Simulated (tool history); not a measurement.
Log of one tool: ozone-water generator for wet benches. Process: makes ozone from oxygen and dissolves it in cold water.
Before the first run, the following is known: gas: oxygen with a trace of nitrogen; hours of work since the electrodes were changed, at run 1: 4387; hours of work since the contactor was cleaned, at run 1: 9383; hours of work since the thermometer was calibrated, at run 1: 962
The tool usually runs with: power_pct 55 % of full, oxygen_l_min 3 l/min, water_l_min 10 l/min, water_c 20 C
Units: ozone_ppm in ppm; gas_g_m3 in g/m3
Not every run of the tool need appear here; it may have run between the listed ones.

run	hour	power_pct	oxygen_l_min	water_l_min	water_c	hours of work since the electrodes were changed	hours of work since the contactor was cleaned	hours of work since the thermometer was calibrated	ozone_ppm	gas_g_m3
1	0	55	3	10	20	4387	9383	962	15.2	124.7
2	60.7	55	3	10	20	4443	9439	1019	15.2	124.2
3	131.8	55	3	10	20	4510	9505	1085	15.1	124.8
4	244.2	55	3	10	20	4614	9610	1190	14.9	124
5	350.3	55	3	10	20	4713	9709	1288	15	124.3
6	489.1	55	3	10	20	4842	9838	1418	15.3	124.5
7	602	55	3	10	20	4948	9943	1523	15.1	123.9
8	685.8	55	3	10	13	5026	10021	1601	16.9	124.1
9	755.2	55	3	10	13	5090	10086	1665	16.7	124.3
10	870.2	55	5.36	7	20	5197	10193	1773	16.8	90.7
11	978.4	55	5.36	7	20	5298	10294	1873	16.9	90.4
12	1092.5	55	5.36	7	20	5404	10400	1979	16.5	90.3
13	1171.6	62	4.93	13	13	5478	10474	2053	14.9	104.8
14	1319.4	62	4.93	13	13	5616	10611	2191	15.2	103.3
# hour 1331.4: contactor cleaned
15	1433.7	99	3	10	27	5718	95	2294	21.9	201.4
16	1521.1	99	3	10	27	5800	177	2375	21.4	202.6
17	1584.5	99	3	10	27	5859	236	2434	21.9	201.6

Consider 5 possible next runs. They are alternatives, not a sequence: every one starts from the tool as it was left by run 17. What does each give?
A	1695.2	57	3	10	15	5962	339	2537	?	?
B	1695.2	55	3.22	10	20	5962	339	2537	?	?
C	1695.2	54	3	10	20	5962	339	2537	?	?
D	1695.2	99	3	9	16	5962	339	2537	?	?
E	1695.2	99	3	14	27	5962	339	2537	?	?

run	ozone_ppm	gas_g_m3
A	17	127.9
B	15	120.8
C	15.1	122.9
D	28.3	200.3
E	17.3	202.6
The same runs, with their run-to-run variation unchanged, on a tool lacking any hidden condition would have given:
run	ozone_ppm	gas_g_m3
A	17	128
B	15	121
C	15.2	123.1
D	28.3	200.7
E	17.3	203
